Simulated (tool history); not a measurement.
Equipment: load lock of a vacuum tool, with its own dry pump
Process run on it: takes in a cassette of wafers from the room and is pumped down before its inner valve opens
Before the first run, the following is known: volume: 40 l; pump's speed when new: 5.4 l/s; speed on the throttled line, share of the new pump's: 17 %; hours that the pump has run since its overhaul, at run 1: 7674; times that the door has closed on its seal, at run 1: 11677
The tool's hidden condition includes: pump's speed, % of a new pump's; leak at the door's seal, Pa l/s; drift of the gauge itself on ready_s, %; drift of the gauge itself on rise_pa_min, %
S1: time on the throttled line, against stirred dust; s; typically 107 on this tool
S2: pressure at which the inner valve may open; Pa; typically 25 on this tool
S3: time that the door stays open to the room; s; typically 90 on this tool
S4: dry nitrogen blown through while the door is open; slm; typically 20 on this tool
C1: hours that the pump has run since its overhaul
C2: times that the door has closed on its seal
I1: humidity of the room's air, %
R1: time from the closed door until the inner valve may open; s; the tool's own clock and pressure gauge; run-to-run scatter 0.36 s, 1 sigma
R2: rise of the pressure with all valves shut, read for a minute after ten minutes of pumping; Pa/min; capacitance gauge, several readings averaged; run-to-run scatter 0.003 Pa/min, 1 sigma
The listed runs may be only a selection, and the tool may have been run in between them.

run	hour	S1	S2	S3	S4	C1	C2	I1	R1	R2
1	0	107	25	90	20	7674	11677	46.7	156.3	0.067
2	306.7	107	25	90	20	7981	12520	47.6	155.7	0.067
3	630.6	107	25	90	20	8305	13410	43	156	0.073
4	858.5	107	25	90	42	8533	14037	47.8	156.3	0.063
5	1186.3	107	25	90	42	8861	14938	44.8	156.6	0.069
6	1386.9	107	25	90	42	9061	15490	44.1	156.7	0.064
7	1566	107	20	90	42	9240	15982	45.1	158.4	0.063
8	1801.2	107	20	90	42	9475	16628	42.8	159.6	0.067
9	1969.4	107	20	90	42	9644	17091	44	159.3	0.062
10	2220.8	107	20	90	42	9895	17782	47.8	158.4	0.072
11	2357.1	58	25	90	20	10031	18156	45.3	117.9	0.084
12	2655	107	25	90	20	10329	18975	42.9	157.5	0.083
13	2839.8	107	25	90	20	10514	19483	45.2	158.3	0.089
14	2973.3	107	25	90	20	10648	19850	44.6	157.9	0.085
15	3292.8	119	23	133	7	10967	20729	43.9	168.6	0.109
16	3484.1	107	25	74	23	11158	21255	43	158.6	0.08

For run 17, what comes out?
# hour 3732.8: dry pump taken out, an overhauled one fitted
17	3810	200	25	158	30	77	22134	47.8	?	?

R1: 228.2 s
R2: 0.107 Pa/min
With no hidden state in the tool, this same run would have given R1 228.3 s, R2 0.056 Pa/min.
